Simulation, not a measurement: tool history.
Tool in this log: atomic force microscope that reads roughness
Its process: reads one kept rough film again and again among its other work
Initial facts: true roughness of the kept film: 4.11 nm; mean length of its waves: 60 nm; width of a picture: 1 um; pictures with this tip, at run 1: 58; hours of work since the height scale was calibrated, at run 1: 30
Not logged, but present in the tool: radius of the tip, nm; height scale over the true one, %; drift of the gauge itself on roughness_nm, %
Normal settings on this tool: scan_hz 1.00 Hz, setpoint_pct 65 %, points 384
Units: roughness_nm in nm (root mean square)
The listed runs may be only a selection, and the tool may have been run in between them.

run     day  scan_hz  setpoint_pct  points  pictures with this tip  hours of work since the height scale was calibrated  roughness_nm
  1   0.000     1.00            65     384                      58                                                   30         3.433
  2   0.771     1.00            70     384                      84                                                   38         3.294
      1.212  -- new tip fitted
  3   1.608     3.92            65     384                      14                                                   46         3.574
  4   2.204     3.92            65     384                      34                                                   52         3.437
  5   3.029     1.15            65     384                      61                                                   60         3.487
  6   3.567     1.15            65     384                      79                                                   65         3.390
      4.142  -- new tip fitted
  7   4.371     1.15            65     384                       8                                                   73         3.801
  8   4.867     1.15            65     384                      24                                                   78         3.667
  9   5.512     1.15            65     384                      46                                                   84         3.555
 10   6.283     1.15            62     384                      72                                                   92         3.436
 11   6.804     1.17            78     321                      90                                                   97         3.247
      7.046  -- new tip fitted
 12   7.521     1.17            78     321                      16                                                  104         3.648
 13   8.142     0.86            62     321                      37                                                  110         3.663
 14   8.646     3.99            65     333                      54                                                  115         3.335
 15   9.154     3.99            65     333                      71                                                  120         3.237
 16   9.642     1.00            65     493                      87                                                  125         3.358
      9.996  -- new tip fitted
 17  10.488     1.37            65     663                      17                                                  133         3.710
 18  11.104     2.98            55     471                      38                                                  139         3.559
 19  11.658     3.78            69     463                      56                                                  145         3.246
 20  12.167     1.15            56     381                      73                                                  150         3.423

Branching from run 20: 5 alternative next runs. What would each branch give?
  A  12.833     3.33            76     330                      96                                                  156             ?
  B  12.833     2.05            58     381                      96                                                  156             ?
  C  12.833     1.98            56     381                      96                                                  156             ?
  D  12.833     1.00            65     293                      96                                                  156             ?
  E  12.833     2.18            59     259                      96                                                  156             ?

run  roughness_nm
  A         2.970
  B         3.259
  C         3.284
  D         3.296
  E         3.245
Take away the tool's hidden state, keep each run's random variation, and the runs would have read:
run  roughness_nm
  A         3.474
  B         3.812
  C         3.840
  D         3.856
  E         3.796
